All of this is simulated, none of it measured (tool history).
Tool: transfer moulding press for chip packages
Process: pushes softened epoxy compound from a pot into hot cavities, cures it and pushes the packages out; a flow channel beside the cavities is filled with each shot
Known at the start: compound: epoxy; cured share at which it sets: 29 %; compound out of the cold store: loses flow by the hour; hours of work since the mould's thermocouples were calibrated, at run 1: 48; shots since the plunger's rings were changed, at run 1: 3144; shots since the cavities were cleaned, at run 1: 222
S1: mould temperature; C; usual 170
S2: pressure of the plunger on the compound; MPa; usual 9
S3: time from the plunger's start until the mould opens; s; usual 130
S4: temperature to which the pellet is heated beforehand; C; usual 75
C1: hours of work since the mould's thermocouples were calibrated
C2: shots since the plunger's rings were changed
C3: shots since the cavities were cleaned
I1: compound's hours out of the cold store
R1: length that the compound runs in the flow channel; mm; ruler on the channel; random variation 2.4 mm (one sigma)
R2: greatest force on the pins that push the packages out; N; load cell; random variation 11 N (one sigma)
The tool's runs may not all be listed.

{"run": 1, "day": 0.0, "S1": 170, "S2": 9, "S3": 130, "S4": 75, "C1": 48, "C2": 3144, "C3": 222, "I1": 25.4, "R1": 765, "R2": 621}
{"run": 2, "day": 0.633, "S1": 170, "S2": 9, "S3": 130, "S4": 75, "C1": 59, "C2": 3296, "C3": 374, "I1": 35.3, "R1": 727, "R2": 635}
{"run": 3, "day": 1.788, "S1": 170, "S2": 9.39, "S3": 130, "S4": 75, "C1": 79, "C2": 3572, "C3": 650, "I1": 11.1, "R1": 832, "R2": 706}
{"run": 4, "day": 2.458, "S1": 170, "S2": 9.39, "S3": 130, "S4": 75, "C1": 90, "C2": 3733, "C3": 811, "I1": 31.6, "R1": 756, "R2": 713}
{"day": 2.892, "done": "cavities cleaned with cleaning compound and waxed"}
{"run": 5, "day": 3.129, "S1": 170, "S2": 9.39, "S3": 130, "S4": 75, "C1": 101, "C2": 3879, "C3": 57, "I1": 13.5, "R1": 822, "R2": 836}
{"run": 6, "day": 4.308, "S1": 170, "S2": 9, "S3": 140, "S4": 75, "C1": 121, "C2": 4161, "C3": 339, "I1": 32.3, "R1": 733, "R2": 750}
{"run": 7, "day": 5.475, "S1": 170, "S2": 7.78, "S3": 130, "S4": 75, "C1": 141, "C2": 4440, "C3": 618, "I1": 24.4, "R1": 710, "R2": 868}
{"run": 8, "day": 6.633, "S1": 170, "S2": 9, "S3": 128, "S4": 75, "C1": 161, "C2": 4717, "C3": 895, "I1": 20.9, "R1": 771, "R2": 874}
{"day": 6.754, "done": "cavities cleaned with cleaning compound and waxed"}
{"day": 7.038, "done": "plunger's sealing rings changed"}
{"run": 9, "day": 7.412, "S1": 170, "S2": 9, "S3": 130, "S4": 76, "C1": 171, "C2": 91, "C3": 134, "I1": 44.3, "R1": 709, "R2": 584}
{"day": 7.858, "done": "cavities cleaned with cleaning compound and waxed, once more"}
{"run": 10, "day": 8.308, "S1": 170, "S2": 9, "S3": 130, "S4": 76, "C1": 186, "C2": 289, "C3": 107, "I1": 33.2, "R1": 748, "R2": 583}
{"run": 11, "day": 9.096, "S1": 172, "S2": 9, "S3": 130, "S4": 76, "C1": 199, "C2": 478, "C3": 296, "I1": 20.3, "R1": 797, "R2": 567}
{"run": 12, "day": 9.954, "S1": 172, "S2": 9, "S3": 130, "S4": 76, "C1": 214, "C2": 684, "C3": 502, "I1": 44.7, "R1": 708, "R2": 615}
{"run": 13, "day": 10.946, "S1": 172, "S2": 9, "S3": 130, "S4": 82, "C1": 231, "C2": 921, "C3": 739, "I1": 40.5, "R1": 719, "R2": 652}
{"day": 11.754, "done": "cavities cleaned with cleaning compound and waxed"}
{"run": 14, "day": 11.796, "S1": 163, "S2": 9, "S3": 130, "S4": 82, "C1": 244, "C2": 1110, "C3": 10, "I1": 22.3, "R1": 801, "R2": 875}
{"run": 15, "day": 12.971, "S1": 163, "S2": 9, "S3": 130, "S4": 82, "C1": 265, "C2": 1391, "C3": 291, "I1": 34.7, "R1": 747, "R2": 925}
{"run": 16, "day": 13.708, "S1": 173, "S2": 7.21, "S3": 130, "S4": 75, "C1": 277, "C2": 1567, "C3": 467, "I1": 26.2, "R1": 687, "R2": 579}
{"run": 17, "day": 14.6, "S1": 170, "S2": 9, "S3": 130, "S4": 79, "C1": 292, "C2": 1781, "C3": 681, "I1": 29, "R1": 759, "R2": 685}
{"run": 18, "day": 15.429, "S1": 162, "S2": 8.27, "S3": 130, "S4": 75, "C1": 307, "C2": 1980, "C3": 880, "I1": 28.1, "R1": 741, "R2": 1219}
{"day": 15.633, "done": "cavities cleaned with cleaning compound and waxed"}
{"run": 19, "day": 16.304, "S1": 175, "S2": 8.54, "S3": 141, "S4": 71, "C1": 321, "C2": 2175, "C3": 161, "I1": 44.1, "R1": 676, "R2": 477}
{"run": 20, "day": 17.417, "S1": 175, "S2": 8.54, "S3": 141, "S4": 71, "C1": 340, "C2": 2441, "C3": 427, "I1": 23.2, "R1": 745, "R2": 561}
{"run": 21, "day": 18.071, "S1": 162, "S2": 10.43, "S3": 146, "S4": 71, "C1": 351, "C2": 2597, "C3": 583, "I1": 14.5, "R1": 890, "R2": 974}
{"run": 22, "day": 19.083, "S1": 162, "S2": 10.22, "S3": 146, "S4": 71, "C1": 368, "C2": 2840, "C3": 826, "I1": 26.9, "R1": 827, "R2": 980}
{"day": 19.508, "done": "cavities cleaned with cleaning compound and waxed"}
{"run": 23, "day": 19.704, "S1": 162, "S2": 10.22, "S3": 136, "S4": 68, "C1": 378, "C2": 2973, "C3": 47, "I1": 23, "R1": 840, "R2": 858}
{"run": 24, "day": 20.367, "S1": 174, "S2": 7.92, "S3": 117, "S4": 85, "C1": 389, "C2": 3132, "C3": 206, "I1": 39.7, "R1": 661, "R2": 575}
{"run": 25, "day": 21.512, "S1": 174, "S2": 7.92, "S3": 117, "S4": 85, "C1": 409, "C2": 3407, "C3": 481, "I1": 18.8, "R1": 729, "R2": 648}
{"run": 26, "day": 22.25, "S1": 174, "S2": 9.55, "S3": 117, "S4": 73, "C1": 422, "C2": 3583, "C3": 657, "I1": 27, "R1": 766, "R2": 673}
{"run": 27, "day": 22.958, "S1": 174, "S2": 9.55, "S3": 122, "S4": 69, "C1": 434, "C2": 3753, "C3": 827, "I1": 44, "R1": 703, "R2": 659}
{"day": 23.125, "done": "mould's thermocouples calibrated"}
{"day": 23.479, "done": "cavities cleaned with cleaning compound and waxed"}
{"run": 28, "day": 23.617, "S1": 174, "S2": 9.55, "S3": 122, "S4": 69, "C1": 7, "C2": 3875, "C3": 32, "I1": 34.1, "R1": 738, "R2": 505}

Forecast each of these 4 alternatives for the next run:
{"run": "A", "day": 24.296, "S1": 174, "S2": 9.55, "S3": 122, "S4": 77, "C1": 19, "C2": 4038, "C3": 195, "I1": 29.5, "R1": "?", "R2": "?"}
{"run": "B", "day": 24.296, "S1": 174, "S2": 10.48, "S3": 122, "S4": 66, "C1": 19, "C2": 4038, "C3": 195, "I1": 9.7, "R1": "?", "R2": "?"}
{"run": "C", "day": 24.296, "S1": 170, "S2": 9, "S3": 130, "S4": 74, "C1": 19, "C2": 4038, "C3": 195, "I1": 41.2, "R1": "?", "R2": "?"}
{"run": "D", "day": 24.296, "S1": 170, "S2": 9.55, "S3": 141, "S4": 69, "C1": 19, "C2": 4038, "C3": 195, "I1": 33.6, "R1": "?", "R2": "?"}

run=A R1=760 R2=531
run=B R1=876 R2=540
run=C R1=699 R2=559
run=D R1=746 R2=539
Without the tool's hidden state the same runs would have given:
run=A R1=785 R2=474
run=B R1=905 R2=484
run=C R1=723 R2=500
run=D R1=771 R2=482

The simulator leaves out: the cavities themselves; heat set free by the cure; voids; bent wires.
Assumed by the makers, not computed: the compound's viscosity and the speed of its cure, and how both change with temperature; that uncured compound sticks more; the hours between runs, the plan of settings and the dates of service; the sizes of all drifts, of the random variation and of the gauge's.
